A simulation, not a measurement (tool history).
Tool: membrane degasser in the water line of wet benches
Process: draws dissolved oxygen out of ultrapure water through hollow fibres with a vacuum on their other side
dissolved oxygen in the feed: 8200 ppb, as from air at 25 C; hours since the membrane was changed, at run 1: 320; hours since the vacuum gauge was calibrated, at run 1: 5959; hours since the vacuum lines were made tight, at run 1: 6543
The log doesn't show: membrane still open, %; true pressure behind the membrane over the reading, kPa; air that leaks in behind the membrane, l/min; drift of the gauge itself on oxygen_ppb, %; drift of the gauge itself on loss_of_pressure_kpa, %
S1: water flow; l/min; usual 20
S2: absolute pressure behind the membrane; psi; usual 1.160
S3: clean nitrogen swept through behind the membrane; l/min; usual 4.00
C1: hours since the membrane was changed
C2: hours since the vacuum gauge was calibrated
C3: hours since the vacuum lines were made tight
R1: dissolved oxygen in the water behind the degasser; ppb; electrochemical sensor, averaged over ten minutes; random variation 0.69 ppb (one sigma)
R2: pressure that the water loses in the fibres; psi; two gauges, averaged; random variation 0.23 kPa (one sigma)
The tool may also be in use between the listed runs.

run 1 day=0.000 | S1=20 S2=1.160 S3=4.00 | C1=320 C2=5959 C3=6543 | R1=63.9 R2=8.605
-- day=3.500 vacuum gauge calibrated
run 2 day=6.504 | S1=28 S2=1.160 S3=4.00 | C1=475 C2=72 C3=6699 | R1=90.1 R2=12.034
run 3 day=9.658 | S1=28 S2=1.160 S3=4.00 | C1=551 C2=148 C3=6774 | R1=92.6 R2=12.058
run 4 day=13.383 | S1=20 S2=0.795 S3=4.00 | C1=640 C2=237 C3=6864 | R1=31.6 R2=8.609
run 5 day=17.979 | S1=18 S2=1.160 S3=4.00 | C1=751 C2=348 C3=6974 | R1=55.8 R2=7.745
run 6 day=20.833 | S1=18 S2=1.160 S3=4.00 | C1=819 C2=416 C3=7043 | R1=55.6 R2=7.690
run 7 day=23.579 | S1=20 S2=1.759 S3=4.00 | C1=885 C2=482 C3=7109 | R1=111.8 R2=8.583
run 8 day=27.225 | S1=20 S2=1.759 S3=3.30 | C1=972 C2=569 C3=7196 | R1=135.5 R2=8.572
run 9 day=32.575 | S1=20 S2=1.160 S3=4.00 | C1=1101 C2=698 C3=7324 | R1=63.1 R2=8.649
run 10 day=38.204 | S1=20 S2=1.160 S3=4.00 | C1=1236 C2=833 C3=7460 | R1=63.7 R2=8.593
run 11 day=41.229 | S1=20 S2=1.160 S3=4.00 | C1=1309 C2=905 C3=7532 | R1=63.8 R2=8.663
run 12 day=47.129 | S1=15 S2=1.160 S3=4.00 | C1=1450 C2=1047 C3=7674 | R1=47.5 R2=6.463
run 13 day=50.433 | S1=15 S2=1.160 S3=4.00 | C1=1529 C2=1126 C3=7753 | R1=47.0 R2=6.393
run 14 day=56.779 | S1=20 S2=1.160 S3=4.00 | C1=1682 C2=1279 C3=7905 | R1=63.4 R2=8.578
run 15 day=62.625 | S1=13 S2=1.160 S3=4.00 | C1=1822 C2=1419 C3=8046 | R1=39.6 R2=5.584
run 16 day=66.633 | S1=20 S2=1.160 S3=4.00 | C1=1918 C2=1515 C3=8142 | R1=64.1 R2=8.640
run 17 day=69.479 | S1=20 S2=1.160 S3=4.00 | C1=1987 C2=1583 C3=8210 | R1=62.0 R2=8.589
run 18 day=74.833 | S1=20 S2=1.160 S3=4.00 | C1=2115 C2=1712 C3=8339 | R1=63.9 R2=8.621
run 19 day=80.829 | S1=20 S2=1.160 S3=4.00 | C1=2259 C2=1856 C3=8483 | R1=62.8 R2=8.579
run 20 day=86.225 | S1=20 S2=1.160 S3=4.00 | C1=2388 C2=1985 C3=8612 | R1=63.9 R2=8.640
run 21 day=89.058 | S1=25 S2=1.047 S3=2.38 | C1=2456 C2=2053 C3=8680 | R1=108.2 R2=10.778
run 22 day=93.746 | S1=20 S2=1.160 S3=2.35 | C1=2569 C2=2166 C3=8793 | R1=103.5 R2=8.669
run 23 day=96.729 | S1=27 S2=1.397 S3=4.00 | C1=2641 C2=2237 C3=8864 | R1=116.0 R2=11.700
run 24 day=101.367 | S1=27 S2=1.115 S3=7.34 | C1=2752 C2=2349 C3=8976 | R1=52.2 R2=11.747
run 25 day=106.192 | S1=23 S2=1.115 S3=4.77 | C1=2868 C2=2465 C3=9091 | R1=59.4 R2=9.957
run 26 day=109.642 | S1=21 S2=0.854 S3=4.41 | C1=2950 C2=2547 C3=9174 | R1=37.3 R2=9.095
run 27 day=115.242 | S1=20 S2=1.073 S3=10.93 | C1=3085 C2=2682 C3=9309 | R1=24.3 R2=8.685
run 28 day=118.012 | S1=20 S2=1.073 S3=10.93 | C1=3151 C2=2748 C3=9375 | R1=24.4 R2=8.622
run 29 day=124.175 | S1=20 S2=1.073 S3=10.93 | C1=3299 C2=2896 C3=9523 | R1=24.1 R2=8.640
run 30 day=127.529 | S1=17 S2=1.768 S3=2.88 | C1=3380 C2=2977 C3=9603 | R1=132.9 R2=7.332
run 31 day=132.438 | S1=20 S2=1.829 S3=4.07 | C1=3498 C2=3095 C3=9721 | R1=118.6 R2=8.678
run 32 day=135.771 | S1=26 S2=1.160 S3=11.48 | C1=3578 C2=3175 C3=9801 | R1=36.4 R2=11.290

How the hidden state differs across the entries between the runs, from the last listed run before each to the first after it:
Between runs 1 and 2: vacuum gauge calibrated (day 3.500)
  membrane still open, %: 99.9 -> 99.8; true pressure behind the membrane over the reading, kPa: 0.15 -> -0.01; air that leaks in behind the membrane, l/min: 0.0128 -> 0.0131
  measured less the result without the state, R1: +2.7 -> +0.7 ppb; R2: +0.010 -> +0.022 psi

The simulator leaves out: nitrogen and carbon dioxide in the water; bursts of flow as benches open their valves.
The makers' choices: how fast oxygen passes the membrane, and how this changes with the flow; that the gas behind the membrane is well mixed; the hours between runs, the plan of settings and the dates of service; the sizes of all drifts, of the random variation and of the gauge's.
